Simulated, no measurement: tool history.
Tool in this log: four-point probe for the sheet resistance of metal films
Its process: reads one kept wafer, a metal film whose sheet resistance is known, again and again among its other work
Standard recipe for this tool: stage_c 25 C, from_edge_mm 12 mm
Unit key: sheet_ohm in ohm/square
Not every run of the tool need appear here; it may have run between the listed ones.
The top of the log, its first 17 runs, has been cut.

run	hour	stage_c	from_edge_mm	touches since the probe head was changed	hours of work since the stage's thermometer was calibrated	sheet_ohm
18	1142.5	26	12	72998	163	0.908681
19	1193.9	22	6	75742	195	0.915562
20	1267	22	6	79640	239	0.915416
21	1346.2	33	68	83862	287	0.908672
# hour 1390.1: new probe head fitted
22	1390.1	20	5	0	314	0.93583
# hour 1417.1: stage's thermometer calibrated, once more
23	1440.1	27	23	2636	14	0.920068
24	1517.8	27	23	6779	61	0.919135
25	1602.1	27	23	11273	113	0.91828
26	1692.4	27	23	16090	168	0.91789
27	1752.9	27	23	19315	205	0.917187
28	1804.6	27	23	22072	236	0.917087
29	1876.3	27	23	25894	280	0.916238
30	1917.6	20	22	28096	305	0.910926
31	1956.2	29	35	30152	329	0.916699
32	2005.2	29	35	32766	359	0.916178
33	2045.9	34	18	34932	384	0.920802
34	2098.9	34	18	37761	416	0.920518
35	2180.5	34	18	42112	466	0.919301

Run 36 has not been measured yet. What should we expect?
36	2253.1	29	16	45982	510	?

Run 36 yielded sheet_ohm 0.915853 ohm/square.
On a tool with no hidden condition, and with the same random variation, this run would have come out at sheet_ohm 0.921733 ohm/square.

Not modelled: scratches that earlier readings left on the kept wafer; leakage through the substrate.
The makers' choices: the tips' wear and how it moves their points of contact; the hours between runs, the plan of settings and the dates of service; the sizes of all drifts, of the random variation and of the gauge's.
